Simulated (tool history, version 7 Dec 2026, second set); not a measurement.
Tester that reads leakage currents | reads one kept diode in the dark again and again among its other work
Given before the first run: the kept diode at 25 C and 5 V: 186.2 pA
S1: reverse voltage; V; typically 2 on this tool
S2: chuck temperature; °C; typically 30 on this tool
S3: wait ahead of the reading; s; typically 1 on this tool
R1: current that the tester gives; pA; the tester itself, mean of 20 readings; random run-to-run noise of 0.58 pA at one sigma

run,hour,S1,S2,S3,R1
1,0,2,30,1,189.19
2,55.7,2,30,1,189.19
3,95.9,2,30,1,188.87
4,172,7.16,30,1,347.29
5,225.6,7.16,30,1,344.59
6,274,7.16,30,1,345.22
7,339.8,2,28,1,157.35
8,408.9,2,28,1,156.42
# hour 414.7: tester calibrated
9,446.8,1.85,23,3.93,94.54
10,487,1.85,23,3.93,93.35
11,562.4,2.37,46,9.72,795.48
12,606.9,3.08,30,1,227.19
13,683.2,1.37,30,1,154.33

Predict each of these 4 candidate next runs independently; none follows another, all start after run 13:
A,720.2,9.6,30,1,?
B,720.2,2,24,1,?
C,720.2,1.22,31,3.81,?
D,720.2,2.44,50,7.65,?

run,R1
A,391.04
B,106.3
C,159.69
D,1105.02
Without the tool's hidden state the same runs would have given:
run,R1
A,404.59
B,111.03
C,168.76
D,1168.93
